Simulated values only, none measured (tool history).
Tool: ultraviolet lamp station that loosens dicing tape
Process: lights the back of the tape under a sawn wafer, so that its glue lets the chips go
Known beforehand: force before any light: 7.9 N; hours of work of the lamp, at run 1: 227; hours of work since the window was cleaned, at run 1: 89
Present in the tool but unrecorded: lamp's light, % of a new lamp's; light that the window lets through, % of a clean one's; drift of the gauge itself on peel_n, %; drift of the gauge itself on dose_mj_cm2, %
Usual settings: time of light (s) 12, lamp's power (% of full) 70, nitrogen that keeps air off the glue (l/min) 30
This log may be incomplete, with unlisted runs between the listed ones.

run,hour,time of light (s),lamp's power (% of full),nitrogen that keeps air off the glue (l/min),hours of work of the lamp,hours of work since the window was cleaned,force that peels the tape off (N),light that reached the tape (mJ/cm2)
1,0.0,12,70,30,227,89,0.810,303
2,15.5,12,84,30,238,100,0.531,357
3,43.1,12,70,30,257,119,0.795,297
4,78.7,12,70,30,282,144,0.816,290
5,100.0,12,70,30,297,159,0.829,294
6,117.9,12,70,30,309,171,0.818,288
7,140.4,12,70,30,325,187,0.849,285
8,159.7,12,70,30,338,200,0.867,283
9,194.1,12,70,30,362,224,0.881,281
10,228.9,12,70,30,386,248,0.905,279
11,247.6,12,70,30,399,261,0.917,280
12,280.4,12,70,30,422,284,0.913,280
13,317.6,8,70,30,448,310,1.837,182
# hour 331.0: window cleaned of glue's vapour
14,334.4,8,70,30,459,2,1.888,180
15,354.2,12,70,30,473,16,1.053,262
16,389.4,12,70,30,497,41,1.042,260
17,421.4,20,70,30,519,63,0.362,430
18,441.2,11,70,30,533,76,1.218,235
19,465.8,12,70,47,550,94,0.805,258
# hour 500.7: window cleaned of glue's vapour, once more
20,503.0,12,85,30,576,2,0.581,345
21,518.8,12,85,30,587,13,0.583,338
22,544.8,12,85,30,605,31,0.590,339
23,573.9,12,85,28,625,51,0.651,339
24,592.8,20,61,25,638,64,0.479,400
25,619.1,20,61,25,656,82,0.488,394
26,653.3,20,61,25,680,106,0.508,397
27,670.3,10,70,30,692,118,1.373,224
28,699.3,10,70,30,712,138,1.351,221
29,729.6,10,70,30,733,159,1.382,223
30,745.5,10,70,30,744,170,1.366,220
31,781.9,10,81,14,769,195,1.823,250
32,799.6,10,93,12,782,208,1.582,286
33,825.8,7,78,44,800,226,1.717,170
34,848.2,12,96,24,815,241,0.666,349
35,876.1,12,96,24,835,261,0.684,342
36,893.2,8,67,43,846,272,1.833,158
37,919.9,8,64,56,865,291,1.698,153
38,946.7,16,95,24,884,310,0.380,446
# hour 959.9: window cleaned of glue's vapour
39,969.8,19,97,10,899,7,0.491,576
40,1003.2,19,97,10,923,30,0.496,575
41,1040.8,17,71,36,949,56,0.425,371
42,1067.8,17,71,36,967,75,0.444,367

Measured result minus the same run's result without the hidden state. Both carry the same run-to-run variation, though not necessarily the same gauge scatter:
run,force that peels the tape off (N),light that reached the tape (mJ/cm2)
1,+0.123,-25
2,+0.088,-31
3,+0.138,-28
4,+0.154,-30
5,+0.165,-32
6,+0.170,-34
7,+0.185,-37
8,+0.196,-38
9,+0.214,-40
10,+0.233,-43
11,+0.245,-45
12,+0.255,-47
13,+0.418,-34
14,+0.493,-39
15,+0.361,-60
16,+0.369,-63
17,+0.130,-109
18,+0.437,-62
19,+0.329,-69
20,+0.148,-50
21,+0.153,-50
22,+0.166,-54
23,+0.188,-56
24,+0.142,-69
25,+0.153,-73
26,+0.166,-77
27,+0.383,-44
28,+0.395,-46
29,+0.415,-48
30,+0.420,-50
31,+0.524,-60
32,+0.488,-70
33,+0.531,-44
34,+0.271,-93
35,+0.286,-96
36,+0.596,-46
37,+0.578,-45
38,+0.160,-137
39,+0.179,-134
40,+0.193,-140
41,+0.168,-96
42,+0.176,-99
